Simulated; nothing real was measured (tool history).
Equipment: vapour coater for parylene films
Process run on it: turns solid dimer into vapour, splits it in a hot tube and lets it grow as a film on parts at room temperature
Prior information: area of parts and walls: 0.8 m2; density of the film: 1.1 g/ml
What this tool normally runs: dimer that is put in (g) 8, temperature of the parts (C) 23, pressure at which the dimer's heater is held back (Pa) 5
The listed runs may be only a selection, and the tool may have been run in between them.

run,hour,dimer that is put in (g),temperature of the parts (C),pressure at which the dimer's heater is held back (Pa),thickness of the film (nm)
1,0,8,23,5,6390
2,61.5,8,21,5,6590
3,86.9,8,21,5,6570
4,142.1,8,17,5,7190
5,198.8,8,17,5,7330
6,240.1,8,17,5,7180
7,287.6,8,17,5,7050
8,314,8,17,5,7120
# hour 332: table's thermometer calibrated
9,348.8,8,23,5,6260
10,380.1,8,23,5,6200
# hour 388.6: trap's valve overhauled
11,430.5,8,17,5,8090
12,469.3,8,17,5,8130
13,505.5,8,17,5,8190
14,556.3,8,23,5,7050
15,610.4,8,19,5,7710
16,652.4,8,19,5,7500
17,712.1,8,23,5,6800
18,741.5,8,23,5,6790
19,791.3,8,23,5,6880
20,823,8,23,5,6790
21,865,8,23,5,6770
22,910.7,8,23,5,6660
23,961.8,8,23,5,6690
24,997.8,8,23,3.78,6690
25,1036.9,12,27,7.84,8670
26,1097.2,12,27,7.84,8620
27,1123.6,5,25,5,3850
28,1157.4,5,25,4.94,3900
29,1184.2,5,25,4.94,3840
30,1217.3,5,25,4.94,3820
31,1259.6,6,17,4.62,5600
32,1293.8,3,17,4.62,2750
33,1341.7,8,24,4,6230
34,1395,8,23,2.28,6590
35,1448,10,18,7.95,8380
36,1496,8,23,2.06,6640
37,1530.5,8,23,2.06,6510
38,1562.2,4,17,2.06,3820
# hour 1624: trap's valve overhauled
39,1624.3,9,19,2.19,9500
40,1681.6,8,23,3.17,7400
41,1728.6,6,17,6.4,5990
42,1782.3,8,31,7.28,5640
43,1835.6,10,18,8.98,9490
44,1886.7,11,23,5,9640
45,1924.3,11,23,5,9470

Each row is a separate what-if for the run after 45, all from the same tool condition, not one after another. Results?
A,1967.1,6,15,5,?
B,1967.1,11,23,5.21,?
C,1967.1,4,20,3.64,?

run,thickness of the film (nm)
A,6230
B,9440
C,3810
With the hidden condition removed and each run's random variation left untouched, the same runs would have given:
run,thickness of the film (nm)
A,6560
B,9930
C,4010
